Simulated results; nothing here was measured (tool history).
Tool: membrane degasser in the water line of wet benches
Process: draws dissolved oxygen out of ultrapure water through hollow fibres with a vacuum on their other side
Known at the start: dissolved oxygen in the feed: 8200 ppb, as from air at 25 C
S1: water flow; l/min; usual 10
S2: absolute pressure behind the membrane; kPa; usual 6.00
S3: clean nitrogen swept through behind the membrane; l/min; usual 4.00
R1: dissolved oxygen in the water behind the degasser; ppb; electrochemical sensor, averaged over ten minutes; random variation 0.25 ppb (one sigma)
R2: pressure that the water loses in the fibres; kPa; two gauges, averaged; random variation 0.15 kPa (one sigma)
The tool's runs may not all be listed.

{"run": 1, "hour": 0.0, "S1": 10, "S2": 6.0, "S3": 4.0, "R1": 23.9, "R2": 46.42}
{"run": 2, "hour": 35.1, "S1": 8, "S2": 6.0, "S3": 4.0, "R1": 18.0, "R2": 36.88}
{"run": 3, "hour": 58.6, "S1": 8, "S2": 6.0, "S3": 4.0, "R1": 18.2, "R2": 36.88}
{"run": 4, "hour": 86.9, "S1": 10, "S2": 7.53, "S3": 4.0, "R1": 33.9, "R2": 46.2}
{"run": 5, "hour": 115.1, "S1": 16, "S2": 6.0, "S3": 4.0, "R1": 68.7, "R2": 73.85}
{"run": 6, "hour": 151.0, "S1": 16, "S2": 6.0, "S3": 4.0, "R1": 67.3, "R2": 73.73}
{"hour": 153.9, "done": "vacuum gauge calibrated"}
{"run": 7, "hour": 192.6, "S1": 16, "S2": 6.0, "S3": 4.0, "R1": 70.5, "R2": 74.03}
{"run": 8, "hour": 230.8, "S1": 16, "S2": 4.18, "S3": 5.11, "R1": 49.9, "R2": 74.1}
{"hour": 234.1, "done": "vacuum gauge calibrated, once more"}
{"run": 9, "hour": 253.3, "S1": 10, "S2": 5.46, "S3": 9.82, "R1": 9.2, "R2": 45.92}

Run 10 comes next. What will it give?
{"run": 10, "hour": 297.8, "S1": 12, "S2": 4.15, "S3": 3.61, "R1": "?", "R2": "?"}

{"run 10": {"R1": 16.7, "R2": 55.29}}
Without the tool's hidden state the same run would have given R1 16.6 ppb, R2 55.15 kPa.
